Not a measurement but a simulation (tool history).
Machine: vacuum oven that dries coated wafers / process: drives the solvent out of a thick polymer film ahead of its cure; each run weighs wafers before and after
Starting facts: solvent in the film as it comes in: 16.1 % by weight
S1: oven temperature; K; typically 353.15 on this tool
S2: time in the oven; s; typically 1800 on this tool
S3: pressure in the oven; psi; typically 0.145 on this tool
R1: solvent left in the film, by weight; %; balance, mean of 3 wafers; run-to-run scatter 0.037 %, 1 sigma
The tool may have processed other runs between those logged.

{"run": 1, "day": 0.0, "S1": 353.15, "S2": 1800, "S3": 0.145, "R1": 1.05}
{"run": 2, "day": 2.408, "S1": 353.15, "S2": 1800, "S3": 0.145, "R1": 1.16}
{"run": 3, "day": 5.325, "S1": 353.15, "S2": 1380, "S3": 0.145, "R1": 1.6}
{"run": 4, "day": 8.612, "S1": 353.15, "S2": 1380, "S3": 0.145, "R1": 1.63}
{"run": 5, "day": 10.646, "S1": 353.15, "S2": 1380, "S3": 0.145, "R1": 1.62}
{"run": 6, "day": 13.562, "S1": 353.15, "S2": 1800, "S3": 0.145, "R1": 1.13}
{"run": 7, "day": 15.475, "S1": 353.15, "S2": 1800, "S3": 0.145, "R1": 1.14}
{"run": 8, "day": 17.575, "S1": 353.15, "S2": 1800, "S3": 0.08, "R1": 0.79}
{"run": 9, "day": 20.058, "S1": 353.15, "S2": 1800, "S3": 0.08, "R1": 0.88}
{"run": 10, "day": 23.688, "S1": 353.15, "S2": 1800, "S3": 0.08, "R1": 0.81}
{"run": 11, "day": 26.142, "S1": 345.15, "S2": 2700, "S3": 0.077, "R1": 0.98}
{"run": 12, "day": 28.446, "S1": 345.15, "S2": 2700, "S3": 0.178, "R1": 1.65}
{"run": 13, "day": 31.85, "S1": 360.15, "S2": 1080, "S3": 0.178, "R1": 1.28}
{"run": 14, "day": 34.088, "S1": 360.15, "S2": 1080, "S3": 0.178, "R1": 1.3}
{"run": 15, "day": 36.008, "S1": 362.15, "S2": 2280, "S3": 0.212, "R1": 0.75}
{"run": 16, "day": 40.392, "S1": 343.15, "S2": 1980, "S3": 0.212, "R1": 2.92}
{"run": 17, "day": 43.538, "S1": 353.15, "S2": 900, "S3": 0.145, "R1": 3.01}
{"run": 18, "day": 47.083, "S1": 357.15, "S2": 1260, "S3": 0.145, "R1": 1.17}

Consider 4 possible next runs. They are alternatives, not a sequence: every one starts from the tool as it was left by run 18. What does each give?
{"run": "A", "day": 51.358, "S1": 341.15, "S2": 1200, "S3": 0.075, "R1": "?"}
{"run": "B", "day": 51.358, "S1": 352.15, "S2": 2520, "S3": 0.08, "R1": "?"}
{"run": "C", "day": 51.358, "S1": 340.15, "S2": 1800, "S3": 0.145, "R1": "?"}
{"run": "D", "day": 51.358, "S1": 353.15, "S2": 1740, "S3": 0.145, "R1": "?"}

run=A R1=4.62
run=B R1=0.51
run=C R1=3.63
run=D R1=1.19
Without the tool's hidden state the same runs would have given:
run=A R1=4.63
run=B R1=0.5
run=C R1=3.64
run=D R1=1.18
